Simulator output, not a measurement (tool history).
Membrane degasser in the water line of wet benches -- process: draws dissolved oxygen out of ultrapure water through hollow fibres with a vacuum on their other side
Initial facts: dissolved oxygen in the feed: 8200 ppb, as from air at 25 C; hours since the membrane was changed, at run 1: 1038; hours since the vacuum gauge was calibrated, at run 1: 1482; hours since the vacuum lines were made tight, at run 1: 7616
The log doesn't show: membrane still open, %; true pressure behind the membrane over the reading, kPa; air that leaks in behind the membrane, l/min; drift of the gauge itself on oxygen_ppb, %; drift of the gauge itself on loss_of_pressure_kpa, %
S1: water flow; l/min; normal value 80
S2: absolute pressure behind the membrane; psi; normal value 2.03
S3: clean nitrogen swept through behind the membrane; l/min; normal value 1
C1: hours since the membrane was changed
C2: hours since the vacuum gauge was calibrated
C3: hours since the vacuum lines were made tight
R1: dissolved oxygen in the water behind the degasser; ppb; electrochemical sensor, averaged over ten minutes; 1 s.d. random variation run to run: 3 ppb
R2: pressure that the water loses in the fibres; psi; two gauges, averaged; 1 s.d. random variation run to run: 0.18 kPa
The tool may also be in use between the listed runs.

| run | hour | S1 | S2 | S3 | C1 | C2 | C3 | R1 | R2 |
|---|---|---|---|---|---|---|---|---|---|
| 1 | 0 | 80 | 2.03 | 1 | 1038 | 1482 | 7616 | 1294.7 | 5.11 |
| 2 | 34.4 | 80 | 2.61 | 1 | 1072 | 1516 | 7651 | 1699.3 | 5.04 |
| 3 | 63.1 | 80 | 2.61 | 1 | 1101 | 1545 | 7680 | 1698.2 | 5.113 |
| 4 | 113.3 | 80 | 2.61 | 1 | 1151 | 1595 | 7730 | 1702.1 | 5.13 |
| 5 | 168.4 | 80 | 2.61 | 1 | 1206 | 1650 | 7785 | 1699.8 | 5.185 |
| 6 | 204.8 | 80 | 2.61 | 1 | 1243 | 1686 | 7821 | 1704.7 | 5.072 |
| 7 | 232 | 80 | 2.61 | 1 | 1270 | 1714 | 7848 | 1699.1 | 5.172 |
|  | 235.5 | vacuum gauge calibrated |
| 8 | 272.4 | 58 | 4.39 | 1.63 | 1310 | 37 | 7888 | 1654.7 | 3.751 |
| 9 | 306.1 | 80 | 1.81 | 1 | 1344 | 71 | 7922 | 1153.4 | 5.179 |
| 10 | 348 | 60 | 4.79 | 2.22 | 1386 | 113 | 7964 | 1470.4 | 3.807 |
|  | 374.4 | vacuum gauge calibrated, once more |
| 11 | 390.4 | 73 | 2.06 | 0.6 | 1427 | 16 | 8006 | 1655 | 4.72 |
| 12 | 426.5 | 73 | 2.06 | 0.6 | 1464 | 52 | 8042 | 1649.9 | 4.686 |
| 13 | 454.1 | 75 | 1.45 | 1.21 | 1491 | 80 | 8070 | 711.5 | 4.789 |

Consider 5 possible next runs. They are alternatives, not a sequence: every one starts from the tool as it was left by run 13. What does each give?
| A | 492.7 | 59 | 1.94 | 2.73 | 1530 | 118 | 8108 | ? | ? |
| B | 492.7 | 55 | 1.61 | 1.9 | 1530 | 118 | 8108 | ? | ? |
| C | 492.7 | 75 | 1.45 | 0.85 | 1530 | 118 | 8108 | ? | ? |
| D | 492.7 | 80 | 2.12 | 1 | 1530 | 118 | 8108 | ? | ? |
| E | 492.7 | 65 | 2.07 | 2.26 | 1530 | 118 | 8108 | ? | ? |

| run | R1 | R2 |
|---|---|---|
| A | 464.6 | 3.765 |
| B | 462.9 | 3.564 |
| C | 891.8 | 4.836 |
| D | 1341.9 | 5.126 |
| E | 636.1 | 4.176 |
Without the tool's hidden state the same runs would have given:
| run | R1 | R2 |
|---|---|---|
| A | 464.4 | 3.733 |
| B | 463.4 | 3.535 |
| C | 897 | 4.795 |
| D | 1346.7 | 5.082 |
| E | 636.3 | 4.139 |
